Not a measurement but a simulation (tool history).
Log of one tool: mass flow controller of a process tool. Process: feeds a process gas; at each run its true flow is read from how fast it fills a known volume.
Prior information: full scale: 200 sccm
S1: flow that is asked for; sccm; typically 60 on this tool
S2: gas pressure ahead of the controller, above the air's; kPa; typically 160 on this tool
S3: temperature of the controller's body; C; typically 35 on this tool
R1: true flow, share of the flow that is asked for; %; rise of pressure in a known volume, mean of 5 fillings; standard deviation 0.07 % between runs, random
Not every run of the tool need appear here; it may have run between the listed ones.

run    hour  S1   S2  S3      R1
  1       0  60  160  35   99.92
  2   188.5  60  211  35  100.28
  3   382.3  60  211  35   100.2
  4   631.8  60  160  28  100.49
  5   934.7  60  160  28  100.53
  6  1143.3  60  262  28  101.32
  7  1319.9  60  279  27  101.58
  8  1589.7  46  231  35  101.18
     1617.6  -- controller's zero set anew
  9  1874.6  37  204  36  103.32
 10  2180.2  37  166  36  103.25
 11  2479.4  60  160  35   101.6
 12  2680.6  54  160  28  102.44

Here are 3 independent what-if runs from the current tool condition. What would each one return?
  A  2910.2   39  156  28   ?
  B  2910.2   54  148  23   ?
  C  2910.2  172  252  20   ?

run      R1
  A  103.66
  B  102.87
  C  102.23
Without the tool's unlogged condition, the same runs would have read:
run      R1
  A   97.84
  B   98.45
  C  100.32
